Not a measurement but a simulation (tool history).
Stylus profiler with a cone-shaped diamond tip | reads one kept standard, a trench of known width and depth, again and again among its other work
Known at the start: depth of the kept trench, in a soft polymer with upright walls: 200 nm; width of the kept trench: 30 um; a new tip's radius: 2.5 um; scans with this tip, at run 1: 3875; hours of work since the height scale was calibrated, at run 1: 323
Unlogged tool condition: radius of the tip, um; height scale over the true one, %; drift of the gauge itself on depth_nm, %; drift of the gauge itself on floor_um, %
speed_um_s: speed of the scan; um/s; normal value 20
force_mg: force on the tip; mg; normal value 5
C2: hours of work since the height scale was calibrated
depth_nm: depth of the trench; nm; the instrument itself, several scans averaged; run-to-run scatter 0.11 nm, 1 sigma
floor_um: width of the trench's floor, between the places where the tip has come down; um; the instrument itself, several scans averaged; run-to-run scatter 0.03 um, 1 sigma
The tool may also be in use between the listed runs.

{"run": 1, "hour": 0.0, "speed_um_s": 20, "force_mg": 5, "scans with this tip": 3875, "C2": 323, "depth_nm": 204.61, "floor_um": 27.9}
{"run": 2, "hour": 41.5, "speed_um_s": 20, "force_mg": 13.56, "scans with this tip": 4222, "C2": 352, "depth_nm": 209.41, "floor_um": 27.89}
{"run": 3, "hour": 88.4, "speed_um_s": 20, "force_mg": 13.56, "scans with this tip": 4616, "C2": 385, "depth_nm": 209.02, "floor_um": 27.78}
{"run": 4, "hour": 115.6, "speed_um_s": 20, "force_mg": 14.9, "scans with this tip": 4844, "C2": 404, "depth_nm": 209.77, "floor_um": 27.86}
{"run": 5, "hour": 150.9, "speed_um_s": 20, "force_mg": 14.9, "scans with this tip": 5140, "C2": 428, "depth_nm": 209.92, "floor_um": 27.88}
{"run": 6, "hour": 193.6, "speed_um_s": 20, "force_mg": 5, "scans with this tip": 5497, "C2": 458, "depth_nm": 204.42, "floor_um": 27.86}
{"run": 7, "hour": 233.8, "speed_um_s": 20, "force_mg": 5, "scans with this tip": 5834, "C2": 486, "depth_nm": 204.46, "floor_um": 27.81}
{"run": 8, "hour": 278.8, "speed_um_s": 20, "force_mg": 5, "scans with this tip": 6211, "C2": 518, "depth_nm": 204.39, "floor_um": 27.81}
{"run": 9, "hour": 322.4, "speed_um_s": 5, "force_mg": 5, "scans with this tip": 6577, "C2": 548, "depth_nm": 204.2, "floor_um": 27.8}
{"run": 10, "hour": 369.1, "speed_um_s": 5, "force_mg": 5, "scans with this tip": 6969, "C2": 581, "depth_nm": 204.12, "floor_um": 27.79}
{"run": 11, "hour": 415.9, "speed_um_s": 20, "force_mg": 5, "scans with this tip": 7361, "C2": 613, "depth_nm": 204.22, "floor_um": 27.77}
{"run": 12, "hour": 457.2, "speed_um_s": 20, "force_mg": 5, "scans with this tip": 7707, "C2": 642, "depth_nm": 204.18, "floor_um": 27.74}
{"run": 13, "hour": 483.5, "speed_um_s": 20, "force_mg": 5, "scans with this tip": 7928, "C2": 661, "depth_nm": 204.16, "floor_um": 27.7}
{"run": 14, "hour": 528.8, "speed_um_s": 20, "force_mg": 5, "scans with this tip": 8307, "C2": 692, "depth_nm": 204.06, "floor_um": 27.72}
{"run": 15, "hour": 551.8, "speed_um_s": 20, "force_mg": 5, "scans with this tip": 8500, "C2": 708, "depth_nm": 204.11, "floor_um": 27.76}
{"run": 16, "hour": 582.9, "speed_um_s": 59, "force_mg": 5, "scans with this tip": 8760, "C2": 730, "depth_nm": 204.12, "floor_um": 27.63}
{"run": 17, "hour": 629.3, "speed_um_s": 59, "force_mg": 5, "scans with this tip": 9149, "C2": 763, "depth_nm": 204.2, "floor_um": 27.61}
{"run": 18, "hour": 678.5, "speed_um_s": 12, "force_mg": 5, "scans with this tip": 9561, "C2": 797, "depth_nm": 204.05, "floor_um": 27.69}
{"run": 19, "hour": 716.5, "speed_um_s": 20, "force_mg": 5, "scans with this tip": 9880, "C2": 823, "depth_nm": 204.06, "floor_um": 27.65}
{"run": 20, "hour": 744.8, "speed_um_s": 20, "force_mg": 5, "scans with this tip": 10117, "C2": 843, "depth_nm": 203.98, "floor_um": 27.68}
{"run": 21, "hour": 780.2, "speed_um_s": 20, "force_mg": 3.66, "scans with this tip": 10414, "C2": 868, "depth_nm": 202.93, "floor_um": 27.65}
{"run": 22, "hour": 827.0, "speed_um_s": 20, "force_mg": 3.66, "scans with this tip": 10806, "C2": 901, "depth_nm": 203.09, "floor_um": 27.63}
{"run": 23, "hour": 868.4, "speed_um_s": 10, "force_mg": 5, "scans with this tip": 11153, "C2": 930, "depth_nm": 203.95, "floor_um": 27.62}
{"run": 24, "hour": 898.8, "speed_um_s": 7, "force_mg": 7.94, "scans with this tip": 11408, "C2": 951, "depth_nm": 205.65, "floor_um": 27.65}
{"run": 25, "hour": 922.6, "speed_um_s": 7, "force_mg": 8.49, "scans with this tip": 11607, "C2": 967, "depth_nm": 206.09, "floor_um": 27.66}
{"run": 26, "hour": 961.5, "speed_um_s": 76, "force_mg": 3.16, "scans with this tip": 11933, "C2": 994, "depth_nm": 202.54, "floor_um": 27.52}
{"run": 27, "hour": 993.1, "speed_um_s": 51, "force_mg": 5.95, "scans with this tip": 12198, "C2": 1017, "depth_nm": 204.41, "floor_um": 27.52}
{"run": 28, "hour": 1040.4, "speed_um_s": 7, "force_mg": 4.13, "scans with this tip": 12594, "C2": 1050, "depth_nm": 203.15, "floor_um": 27.59}
{"run": 29, "hour": 1087.1, "speed_um_s": 56, "force_mg": 4.07, "scans with this tip": 12986, "C2": 1082, "depth_nm": 202.89, "floor_um": 27.47}
{"run": 30, "hour": 1112.1, "speed_um_s": 25, "force_mg": 5, "scans with this tip": 13195, "C2": 1100, "depth_nm": 203.76, "floor_um": 27.59}
{"run": 31, "hour": 1135.7, "speed_um_s": 35, "force_mg": 9.41, "scans with this tip": 13393, "C2": 1116, "depth_nm": 206.42, "floor_um": 27.58}
{"run": 32, "hour": 1171.6, "speed_um_s": 35, "force_mg": 9.41, "scans with this tip": 13694, "C2": 1141, "depth_nm": 206.14, "floor_um": 27.56}
{"run": 33, "hour": 1198.0, "speed_um_s": 71, "force_mg": 2.14, "scans with this tip": 13916, "C2": 1160, "depth_nm": 201.34, "floor_um": 27.34}
{"run": 34, "hour": 1225.4, "speed_um_s": 71, "force_mg": 2.14, "scans with this tip": 14145, "C2": 1179, "depth_nm": 201.52, "floor_um": 27.37}
{"run": 35, "hour": 1269.0, "speed_um_s": 20, "force_mg": 8.67, "scans with this tip": 14511, "C2": 1209, "depth_nm": 205.91, "floor_um": 27.51}
{"run": 36, "hour": 1319.1, "speed_um_s": 10, "force_mg": 7.26, "scans with this tip": 14931, "C2": 1244, "depth_nm": 205.04, "floor_um": 27.48}
{"run": 37, "hour": 1347.1, "speed_um_s": 57, "force_mg": 3.89, "scans with this tip": 15165, "C2": 1264, "depth_nm": 202.9, "floor_um": 27.41}
{"run": 38, "hour": 1388.9, "speed_um_s": 57, "force_mg": 3.89, "scans with this tip": 15515, "C2": 1293, "depth_nm": 202.9, "floor_um": 27.42}
{"run": 39, "hour": 1412.2, "speed_um_s": 23, "force_mg": 2.85, "scans with this tip": 15710, "C2": 1309, "depth_nm": 202.05, "floor_um": 27.5}
{"run": 40, "hour": 1451.3, "speed_um_s": 18, "force_mg": 3.23, "scans with this tip": 16038, "C2": 1337, "depth_nm": 202.09, "floor_um": 27.48}
{"run": 41, "hour": 1495.8, "speed_um_s": 62, "force_mg": 9.34, "scans with this tip": 16411, "C2": 1368, "depth_nm": 206.05, "floor_um": 27.41}
{"run": 42, "hour": 1526.7, "speed_um_s": 28, "force_mg": 7.64, "scans with this tip": 16670, "C2": 1389, "depth_nm": 204.73, "floor_um": 27.5}
{"run": 43, "hour": 1550.2, "speed_um_s": 28, "force_mg": 7.64, "scans with this tip": 16867, "C2": 1406, "depth_nm": 205, "floor_um": 27.43}
{"run": 44, "hour": 1579.3, "speed_um_s": 28, "force_mg": 7.64, "scans with this tip": 17111, "C2": 1426, "depth_nm": 204.86, "floor_um": 27.4}
{"run": 45, "hour": 1620.9, "speed_um_s": 28, "force_mg": 7.64, "scans with this tip": 17460, "C2": 1455, "depth_nm": 204.85, "floor_um": 27.4}
{"run": 46, "hour": 1670.8, "speed_um_s": 7, "force_mg": 12.14, "scans with this tip": 17878, "C2": 1490, "depth_nm": 207.19, "floor_um": 27.45}

Forecast each of these 4 alternatives for the next run:
{"run": "A", "hour": 1705.0, "speed_um_s": 6, "force_mg": 2.15, "scans with this tip": 18165, "C2": 1514, "depth_nm": "?", "floor_um": "?"}
{"run": "B", "hour": 1705.0, "speed_um_s": 64, "force_mg": 5, "scans with this tip": 18165, "C2": 1514, "depth_nm": "?", "floor_um": "?"}
{"run": "C", "hour": 1705.0, "speed_um_s": 11, "force_mg": 12.14, "scans with this tip": 18165, "C2": 1514, "depth_nm": "?", "floor_um": "?"}
{"run": "D", "hour": 1705.0, "speed_um_s": 46, "force_mg": 2.49, "scans with this tip": 18165, "C2": 1514, "depth_nm": "?", "floor_um": "?"}

run=A depth_nm=201.01 floor_um=27.46
run=B depth_nm=203.28 floor_um=27.34
run=C depth_nm=207.32 floor_um=27.44
run=D depth_nm=201.48 floor_um=27.32
Had the tool no hidden state, the same runs would have come out as:
run=A depth_nm=202.7 floor_um=28.06
run=B depth_nm=204.98 floor_um=27.94
run=C depth_nm=209.07 floor_um=28.04
run=D depth_nm=203.17 floor_um=27.92
